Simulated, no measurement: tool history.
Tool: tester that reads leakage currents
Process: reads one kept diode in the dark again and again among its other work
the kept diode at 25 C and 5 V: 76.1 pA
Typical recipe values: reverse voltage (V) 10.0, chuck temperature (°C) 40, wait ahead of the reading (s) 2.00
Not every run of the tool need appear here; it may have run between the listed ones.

run   hour  reverse voltage (V)  chuck temperature (°C)  wait ahead of the reading (s)  current that the tester gives (pA)
  1    0.0                 10.0                      40                           2.00                              271.89
  2   21.1                 10.0                      50                           2.00                              521.92
  3   40.7                 10.0                      40                           2.75                              270.83
  4   54.1                 10.0                      32                           2.00                              156.66
  5   82.1                 10.0                      32                           2.00                              155.23
  6   98.0                 10.0                      32                           2.00                              155.69
  7  112.3                  9.5                      47                           2.96                              421.12
  8  132.2                  9.5                      47                           2.96                              417.39
  9  158.6                  6.7                      40                           0.33                              233.62
 10  177.5                  1.6                      23                           4.02                               41.71

Same runs, no hidden state in the tool, same run-to-run variation:
What the log doesn't record here: stray current of the dirty probe card, pA a volt; current scale over the true one, %; true chuck temperature over the reading, C; drift of the gauge itself on leakage_pa, %.
run  current that the tester gives (pA)
  1                              285.43
  2                              553.61
  3                              285.25
  4                              162.46
  5                              161.27
  6                              161.93
  7                              449.41
  8                              446.13
  9                              249.81
 10                               44.80
